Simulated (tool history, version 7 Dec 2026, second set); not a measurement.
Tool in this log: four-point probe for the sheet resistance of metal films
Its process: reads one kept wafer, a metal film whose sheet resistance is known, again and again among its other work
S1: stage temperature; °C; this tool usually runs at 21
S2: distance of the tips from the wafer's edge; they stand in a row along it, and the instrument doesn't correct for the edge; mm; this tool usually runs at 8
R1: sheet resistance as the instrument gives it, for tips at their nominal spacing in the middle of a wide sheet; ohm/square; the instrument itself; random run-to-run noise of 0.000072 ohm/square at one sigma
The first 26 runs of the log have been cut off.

run 27 day=90.675 | S1=34 S2=20 | R1=0.360349
run 28 day=94.008 | S1=33 S2=12 | R1=0.360892
run 29 day=97.167 | S1=33 S2=12 | R1=0.361242
run 30 day=101.546 | S1=33 S2=12 | R1=0.361296
-- day=101.958 stage's thermometer calibrated
run 31 day=103.588 | S1=27 S2=8 | R1=0.364153
run 32 day=106.05 | S1=24 S2=61 | R1=0.364518
run 33 day=110.142 | S1=18 S2=43 | R1=0.367188
-- day=111.821 stage's thermometer calibrated, once more
run 34 day=114.229 | S1=26 S2=33 | R1=0.363185
run 35 day=117.658 | S1=26 S2=33 | R1=0.36332
run 36 day=119.812 | S1=33 S2=41 | R1=0.360801
run 37 day=124.65 | S1=28 S2=12 | R1=0.363056
run 38 day=127.467 | S1=33 S2=28 | R1=0.360937
run 39 day=130.579 | S1=26 S2=28 | R1=0.363808
run 40 day=134.175 | S1=25 S2=7 | R1=0.365199
run 41 day=139.05 | S1=25 S2=10 | R1=0.365046
run 42 day=142.958 | S1=20 S2=29 | R1=0.366553
run 43 day=145.679 | S1=20 S2=29 | R1=0.366649
run 44 day=147.938 | S1=19 S2=8 | R1=0.36797
-- day=148.838 new probe head fitted
run 45 day=151.158 | S1=19 S2=8 | R1=0.36101

Below are 3 alternative next runs, each starting from the tool's condition after run 45. Predict each:
run A day=153.225 | S1=21 S2=51 | R1=?
run B day=153.225 | S1=24 S2=10 | R1=?
run C day=153.225 | S1=24 S2=7 | R1=?

run=A R1=0.359479
run=B R1=0.358939
run=C R1=0.359379
The same runs, with their run-to-run variation unchanged, on a tool lacking any hidden condition would have given:
run=A R1=0.36004
run=B R1=0.359501
run=C R1=0.359941
